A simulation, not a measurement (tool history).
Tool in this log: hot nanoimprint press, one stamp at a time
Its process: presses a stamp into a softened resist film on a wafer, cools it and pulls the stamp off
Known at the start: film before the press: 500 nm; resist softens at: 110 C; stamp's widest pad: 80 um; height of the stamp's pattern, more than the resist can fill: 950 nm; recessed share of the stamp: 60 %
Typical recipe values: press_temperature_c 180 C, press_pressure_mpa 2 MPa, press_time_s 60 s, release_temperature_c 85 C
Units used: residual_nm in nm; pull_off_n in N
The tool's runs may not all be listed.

run     day  press_temperature_c  press_pressure_mpa  press_time_s  release_temperature_c  residual_nm  pull_off_n
  1       0                  180                   2            60                     85        301.4         265
  2   1.438                  180                   2            60                     85        303.2         274
  3   2.708                  180                   2            60                     85        303.4         283
      4.325  -- press's hydraulic seals changed and the load cell set to zero
  4   4.525                  180                   2            60                     85        293.6         291
  5   5.867                  180                   2            60                     85        297.3         312
  6   6.742                  180                1.27            60                     85        346.7         312
  7   8.492                  180                1.27            60                     85        353.3         319
  8   9.988                  180                1.27            60                     85        350.1         334
  9  11.325                  180                1.27            60                     85        351.6         355
 10  12.992                  180                1.27            60                     85        349.4         373
 11  14.704                  180                1.27            60                     85        347.4         383
 12  16.246                  180                1.27            60                     85        347.8         404
 13  17.988                  180                1.27            60                     85        350.6         412
 14  19.842                  180                1.27            60                     85        353.2         419
 15  21.196                  180                1.27            60                     85        352.9         452
     22.538  -- stamp cleaned and given a new release coat
 16  22.692                  181                1.22            60                     85        347.6         231
 17  24.275                  180                   2            60                     74        302.5         304
 18  25.879                  186                2.38            33                     93        273.9         203
 19  26.638                  180                1.22            60                     85        359.8         266
 20  28.204                  180                   2            72                     88        288.9         253
     29.562  -- plate thermocouple calibrated
 21  30.162                  179                1.52            60                     85          340         289
 22  31.954                  179                1.52            60                     85        338.3         304
 23  33.404                  171                2.67            60                     71          363         436
 24  34.988                  169                2.67            60                     88        384.6         294
 25  36.129                  187                1.36            36                     81        319.4         369
 26  37.183                  180                   2            67                     85        288.9         354
 27   38.45                  180                   2            37                     79        344.5         407
 28  39.762                  183                   2            70                     85        255.7         353
 29  41.125                  183                   2            70                     85        252.8         376

4 options for the next run, each taken on its own from the tool as it stands now. Forecast them:
  A  42.921                  180                   2            60                     70            ?           ?
  B  42.921                  183                   2            30                     81            ?           ?
  C  42.921                  191                1.77            30                     85            ?           ?
  D  42.921                  180                   2            60                     71            ?           ?

run  residual_nm  pull_off_n
  A        301.6         572
  B        330.2         434
  C        267.5         384
  D        299.9         554
Without the tool's hidden state the same runs would have given:
run  residual_nm  pull_off_n
  A          293         328
  B        321.9         247
  C        260.1         218
  D        291.2         317
